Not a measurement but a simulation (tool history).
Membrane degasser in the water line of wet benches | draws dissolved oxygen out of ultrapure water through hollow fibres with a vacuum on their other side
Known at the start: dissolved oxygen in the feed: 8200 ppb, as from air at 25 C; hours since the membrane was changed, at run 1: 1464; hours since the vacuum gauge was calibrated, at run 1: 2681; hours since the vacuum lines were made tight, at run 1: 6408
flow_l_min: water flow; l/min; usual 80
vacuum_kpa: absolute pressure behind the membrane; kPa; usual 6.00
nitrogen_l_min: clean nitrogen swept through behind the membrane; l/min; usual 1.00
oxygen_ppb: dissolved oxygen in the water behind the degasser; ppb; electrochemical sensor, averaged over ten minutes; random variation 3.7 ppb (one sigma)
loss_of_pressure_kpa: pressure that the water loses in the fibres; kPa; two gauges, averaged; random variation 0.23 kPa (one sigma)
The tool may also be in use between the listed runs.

run	hour	flow_l_min	vacuum_kpa	nitrogen_l_min	hours since the membrane was changed	hours since the vacuum gauge was calibrated	hours since the vacuum lines were made tight	oxygen_ppb	loss_of_pressure_kpa
1	0.0	80	6.00	1.00	1464	2681	6408	392.6	60.15
2	101.0	80	6.00	1.00	1565	2782	6509	388.3	60.17
3	233.7	80	6.00	1.00	1698	2915	6641	391.2	60.60
4	300.7	80	6.00	1.00	1764	2982	6708	391.6	60.03
5	392.7	81	6.00	1.00	1856	3074	6800	401.9	60.75
6	497.7	81	6.00	1.00	1962	3179	6905	404.0	61.15
# hour 532.9: seals of the vacuum lines changed
7	560.3	81	6.00	1.00	2022	3239	27	399.0	61.27
8	631.0	81	6.00	1.00	2093	3310	98	401.8	61.31
9	749.9	52	6.00	1.00	2212	3429	217	291.3	39.41
# hour 795.3: vacuum gauge calibrated
10	828.8	52	6.00	1.00	2290	33	295	270.1	39.19
11	904.5	80	7.55	1.00	2366	109	371	554.4	60.58
12	975.3	80	6.00	1.00	2437	180	442	371.6	60.19
13	1060.7	80	6.00	1.00	2522	265	527	367.9	60.70
14	1165.9	80	6.00	1.00	2627	371	633	367.7	59.89
15	1253.4	58	6.00	1.00	2715	458	720	294.9	43.82
16	1369.1	80	6.00	1.00	2830	574	836	371.1	60.67
17	1427.3	109	3.99	1.33	2889	632	894	128.0	83.05
18	1484.5	95	7.01	1.33	2946	689	951	469.7	71.69
19	1539.0	80	9.11	1.00	3000	744	1006	744.6	60.33
20	1632.7	80	9.11	1.00	3094	837	1099	754.5	60.71
21	1698.0	65	4.19	0.91	3159	903	1165	131.3	49.46
22	1789.6	65	4.19	0.91	3251	994	1256	131.2	49.00
23	1873.5	65	4.19	0.91	3335	1078	1340	130.9	49.20
24	1969.2	65	4.19	0.91	3431	1174	1436	131.8	48.75
25	2033.8	65	4.19	0.91	3495	1238	1500	132.9	48.87
26	2166.8	54	9.81	0.47	3628	1371	1633	1049.1	40.78
27	2226.5	54	9.81	0.47	3688	1431	1693	1024.8	41.11
28	2354.1	54	9.81	0.47	3815	1559	1821	1017.2	41.16
29	2458.6	121	9.81	0.47	3920	1663	1925	1557.0	91.26
30	2568.7	121	9.81	0.47	4030	1773	2035	1553.3	92.55
31	2701.0	98	10.95	0.76	4162	1906	2168	1276.6	74.59

5 ways to go on from here, each from the tool as it stands after run 31. What would each give?
A	2810.9	80	4.34	1.00	4272	2016	2277	?	?
B	2810.9	123	4.86	0.86	4272	2016	2277	?	?
C	2810.9	90	14.28	0.75	4272	2016	2277	?	?
D	2810.9	98	10.95	2.52	4272	2016	2277	?	?
E	2810.9	102	3.75	0.64	4272	2016	2277	?	?

run	oxygen_ppb	loss_of_pressure_kpa
A	173.2	60.65
B	352.0	93.74
C	1693.7	68.72
D	594.1	74.81
E	146.9	76.89
Without the tool's hidden state the same runs would have given:
run	oxygen_ppb	loss_of_pressure_kpa
A	156.2	59.81
B	327.9	92.45
C	1680.2	67.78
D	584.1	73.78
E	121.0	75.83
